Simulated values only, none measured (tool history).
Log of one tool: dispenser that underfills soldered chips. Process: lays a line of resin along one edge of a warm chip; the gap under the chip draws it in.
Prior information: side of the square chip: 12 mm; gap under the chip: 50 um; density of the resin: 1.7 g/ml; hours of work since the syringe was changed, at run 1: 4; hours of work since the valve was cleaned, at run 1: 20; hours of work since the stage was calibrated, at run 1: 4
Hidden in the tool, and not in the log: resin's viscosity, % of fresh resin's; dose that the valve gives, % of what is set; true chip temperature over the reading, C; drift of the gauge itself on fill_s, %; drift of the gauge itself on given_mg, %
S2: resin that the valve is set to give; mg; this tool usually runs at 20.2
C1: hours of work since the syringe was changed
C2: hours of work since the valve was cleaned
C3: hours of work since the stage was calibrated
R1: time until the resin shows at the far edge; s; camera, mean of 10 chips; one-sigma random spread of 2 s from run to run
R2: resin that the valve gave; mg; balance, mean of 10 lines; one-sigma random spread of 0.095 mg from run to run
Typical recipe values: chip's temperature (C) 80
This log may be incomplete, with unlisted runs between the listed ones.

run 1 day=0.000 | chip's_temperature_(C)=80 S2=20.2 | C1=4 C2=20 C3=4 | R1=266.3 R2=19.77
run 2 day=0.154 | chip's_temperature_(C)=80 S2=20.2 | C1=7 C2=23 C3=7 | R1=320.8 R2=19.87
-- day=0.262 new syringe of resin
run 3 day=0.342 | chip's_temperature_(C)=80 S2=20.2 | C1=1 C2=26 C3=10 | R1=218.5 R2=19.76
run 4 day=0.496 | chip's_temperature_(C)=80 S2=20.2 | C1=4 C2=28 C3=13 | R1=267.8 R2=19.80
run 5 day=0.733 | chip's_temperature_(C)=80 S2=19.9 | C1=8 C2=32 C3=17 | R1=353.4 R2=19.59
-- day=0.762 new syringe of resin
run 6 day=0.888 | chip's_temperature_(C)=80 S2=22.5 | C1=2 C2=35 C3=19 | R1=223.2 R2=22.05
run 7 day=1.146 | chip's_temperature_(C)=80 S2=22.5 | C1=7 C2=39 C3=24 | R1=309.2 R2=22.00
-- day=1.275 new syringe of resin
run 8 day=1.321 | chip's_temperature_(C)=80 S2=22.1 | C1=1 C2=42 C3=27 | R1=215.6 R2=21.52
run 9 day=1.446 | chip's_temperature_(C)=80 S2=22.1 | C1=3 C2=44 C3=29 | R1=242.1 R2=21.49
run 10 day=1.633 | chip's_temperature_(C)=74 S2=22.1 | C1=6 C2=48 C3=32 | R1=403.7 R2=21.43
-- day=1.779 new syringe of resin
run 11 day=1.850 | chip's_temperature_(C)=80 S2=20.2 | C1=1 C2=51 C3=36 | R1=214.2 R2=19.51
run 12 day=1.971 | chip's_temperature_(C)=80 S2=20.2 | C1=3 C2=53 C3=38 | R1=249.9 R2=19.45
run 13 day=2.146 | chip's_temperature_(C)=78 S2=20.2 | C1=6 C2=56 C3=41 | R1=340.8 R2=19.46
-- day=2.292 new syringe of resin
run 14 day=2.400 | chip's_temperature_(C)=78 S2=20.2 | C1=2 C2=61 C3=45 | R1=251.6 R2=19.29
run 15 day=2.558 | chip's_temperature_(C)=80 S2=20.2 | C1=5 C2=63 C3=48 | R1=277.3 R2=19.18
-- day=2.796 new syringe of resin
run 16 day=2.817 | chip's_temperature_(C)=80 S2=20.2 | C1=0 C2=68 C3=52 | R1=208.7 R2=19.25
run 17 day=3.075 | chip's_temperature_(C)=80 S2=20.2 | C1=5 C2=72 C3=57 | R1=282.5 R2=19.19
run 18 day=3.212 | chip's_temperature_(C)=80 S2=20.2 | C1=7 C2=75 C3=59 | R1=337.2 R2=19.26
-- day=3.292 new syringe of resin
run 19 day=3.362 | chip's_temperature_(C)=85 S2=25.3 | C1=1 C2=77 C3=61 | R1=169.4 R2=23.92
run 20 day=3.638 | chip's_temperature_(C)=86 S2=18.3 | C1=6 C2=82 C3=66 | R1=237.6 R2=17.31
-- day=3.800 new syringe of resin
run 21 day=3.888 | chip's_temperature_(C)=86 S2=21.3 | C1=2 C2=86 C3=70 | R1=171.5 R2=20.10
run 22 day=4.008 | chip's_temperature_(C)=87 S2=24.9 | C1=4 C2=88 C3=72 | R1=186.0 R2=23.40
run 23 day=4.221 | chip's_temperature_(C)=82 S2=21.0 | C1=7 C2=92 C3=76 | R1=310.2 R2=19.72
-- day=4.321 new syringe of resin
run 24 day=4.475 | chip's_temperature_(C)=67 S2=24.5 | C1=3 C2=96 C3=80 | R1=451.0 R2=22.91
run 25 day=4.729 | chip's_temperature_(C)=67 S2=24.5 | C1=7 C2=100 C3=85 | R1=610.2 R2=22.86
-- day=4.829 new syringe of resin
run 26 day=4.888 | chip's_temperature_(C)=92 S2=18.1 | C1=1 C2=103 C3=87 | R1=126.7 R2=16.82
run 27 day=5.167 | chip's_temperature_(C)=92 S2=18.1 | C1=6 C2=108 C3=92 | R1=177.2 R2=16.86
-- day=5.329 new syringe of resin
run 28 day=5.362 | chip's_temperature_(C)=70 S2=24.7 | C1=1 C2=111 C3=95 | R1=339.6 R2=22.77
run 29 day=5.546 | chip's_temperature_(C)=90 S2=18.2 | C1=4 C2=114 C3=99 | R1=172.3 R2=16.80
run 30 day=5.779 | chip's_temperature_(C)=76 S2=23.3 | C1=8 C2=118 C3=103 | R1=420.0 R2=21.54
-- day=5.829 new syringe of resin
-- day=5.871 dispensing valve cleaned and set on the balance
run 31 day=6.071 | chip's_temperature_(C)=80 S2=22.0 | C1=3 C2=3 C3=107 | R1=257.9 R2=21.96
run 32 day=6.350 | chip's_temperature_(C)=77 S2=22.0 | C1=8 C2=8 C3=112 | R1=424.8 R2=21.87
-- day=6.388 new syringe of resin
run 33 day=6.525 | chip's_temperature_(C)=77 S2=18.2 | C1=2 C2=11 C3=115 | R1=280.9 R2=18.10
run 34 day=6.667 | chip's_temperature_(C)=65 S2=22.2 | C1=5 C2=14 C3=117 | R1=597.2 R2=21.96
-- day=6.888 new syringe of resin
run 35 day=6.950 | chip's_temperature_(C)=65 S2=22.2 | C1=1 C2=18 C3=122 | R1=472.9 R2=21.90
run 36 day=7.221 | chip's_temperature_(C)=73 S2=20.2 | C1=6 C2=23 C3=127 | R1=430.0 R2=19.92

How the hidden state differs across the entries between the runs, from the last listed run before each to the first after it:
Runs 2 to 3: new syringe of resin (day 0.262)
  resin's viscosity, % of fresh resin's: 162.5 -> 110.7; dose that the valve gives, % of what is set: 98.32 -> 98.1; true chip temperature over the reading, C: -0.31 -> -0.33
  the result without the hidden state subtracted from the measured one, R1: +126.5 -> +24.6 s; R2: -0.34 -> -0.38 mg
Runs 5 to 6: new syringe of resin (day 0.762)
  resin's viscosity, % of fresh resin's: 177.9 -> 115.1; dose that the valve gives, % of what is set: 97.65 -> 97.51; true chip temperature over the reading, C: -0.38 -> -0.39
  the result without the hidden state subtracted from the measured one, R1: +158.8 -> +33.1 s; R2: -0.46 -> -0.57 mg
Runs 7 to 8: new syringe of resin (day 1.275)
  resin's viscosity, % of fresh resin's: 157.5 -> 105.9; dose that the valve gives, % of what is set: 97.19 -> 96.98; true chip temperature over the reading, C: -0.42 -> -0.43
  the result without the hidden state subtracted from the measured one, R1: +116.9 -> +16.5 s; R2: -0.63 -> -0.66 mg
Runs 10 to 11: new syringe of resin (day 1.779)
  resin's viscosity, % of fresh resin's: 154.8 -> 108.2; dose that the valve gives, % of what is set: 96.65 -> 96.4; true chip temperature over the reading, C: -0.47 -> -0.49
  the result without the hidden state subtracted from the measured one, R1: +149.3 -> +21.5 s; R2: -0.75 -> -0.72 mg
Runs 13 to 14: new syringe of resin (day 2.292)
  resin's viscosity, % of fresh resin's: 154.5 -> 115; dose that the valve gives, % of what is set: 96.05 -> 95.8; true chip temperature over the reading, C: -0.52 -> -0.55
  the result without the hidden state subtracted from the measured one, R1: +126.4 -> +39.6 s; R2: -0.80 -> -0.85 mg
Runs 15 to 16: new syringe of resin (day 2.796)
  resin's viscosity, % of fresh resin's: 139.5 -> 102.1; dose that the valve gives, % of what is set: 95.62 -> 95.33; true chip temperature over the reading, C: -0.57 -> -0.59
  the result without the hidden state subtracted from the measured one, R1: +84.7 -> +11.0 s; R2: -0.88 -> -0.95 mg
Runs 18 to 19: new syringe of resin (day 3.292)
  resin's viscosity, % of fresh resin's: 165.1 -> 108.4; dose that the valve gives, % of what is set: 94.88 -> 94.73; true chip temperature over the reading, C: -0.63 -> -0.65
  the result without the hidden state subtracted from the measured one, R1: +140.1 -> +17.9 s; R2: -1.04 -> -1.33 mg
Runs 20 to 21: new syringe of resin (day 3.800)
  resin's viscosity, % of fresh resin's: 151.1 -> 111.5; dose that the valve gives, % of what is set: 94.4 -> 94.12; true chip temperature over the reading, C: -0.68 -> -0.7
  the result without the hidden state subtracted from the measured one, R1: +86.7 -> +23.4 s; R2: -1.02 -> -1.26 mg
Runs 23 to 24: new syringe of resin (day 4.321)
  resin's viscosity, % of fresh resin's: 166.6 -> 119; dose that the valve gives, % of what is set: 93.75 -> 93.45; true chip temperature over the reading, C: -0.74 -> -0.76
  the result without the hidden state subtracted from the measured one, R1: +131.6 -> +87.4 s; R2: -1.31 -> -1.60 mg
Runs 25 to 26: new syringe of resin (day 4.829)
  resin's viscosity, % of fresh resin's: 161.8 -> 107.1; dose that the valve gives, % of what is set: 93.15 -> 92.98; true chip temperature over the reading, C: -0.79 -> -0.81
  the result without the hidden state subtracted from the measured one, R1: +248.9 -> +14.1 s; R2: -1.68 -> -1.27 mg
Runs 27 to 28: new syringe of resin (day 5.329)
  resin's viscosity, % of fresh resin's: 149.8 -> 104.3; dose that the valve gives, % of what is set: 92.66 -> 92.48; true chip temperature over the reading, C: -0.84 -> -0.86
  the result without the hidden state subtracted from the measured one, R1: +65.1 -> +28.5 s; R2: -1.33 -> -1.85 mg
Runs 30 to 31: new syringe of resin (day 5.829); dispensing valve cleaned and set on the balance (day 5.871)
  resin's viscosity, % of fresh resin's: 172.8 -> 127.9; dose that the valve gives, % of what is set: 92.01 -> 99.75; true chip temperature over the reading, C: -0.9 -> -0.93
  the result without the hidden state subtracted from the measured one, R1: +188.0 -> +64.9 s; R2: -1.86 -> -0.06 mg
Runs 32 to 33: new syringe of resin (day 6.388)
  resin's viscosity, % of fresh resin's: 179.6 -> 118.5; dose that the valve gives, % of what is set: 99.45 -> 99.26; true chip temperature over the reading, C: -0.96 -> -0.98
  the result without the hidden state subtracted from the measured one, R1: +199.0 -> +55.0 s; R2: -0.12 -> -0.13 mg
Runs 34 to 35: new syringe of resin (day 6.888)
  resin's viscosity, % of fresh resin's: 140 -> 109.3; dose that the valve gives, % of what is set: 99.1 -> 98.79; true chip temperature over the reading, C: -0.99 -> -1.02
  the result without the hidden state subtracted from the measured one, R1: +192.2 -> +62.7 s; R2: -0.20 -> -0.27 mg

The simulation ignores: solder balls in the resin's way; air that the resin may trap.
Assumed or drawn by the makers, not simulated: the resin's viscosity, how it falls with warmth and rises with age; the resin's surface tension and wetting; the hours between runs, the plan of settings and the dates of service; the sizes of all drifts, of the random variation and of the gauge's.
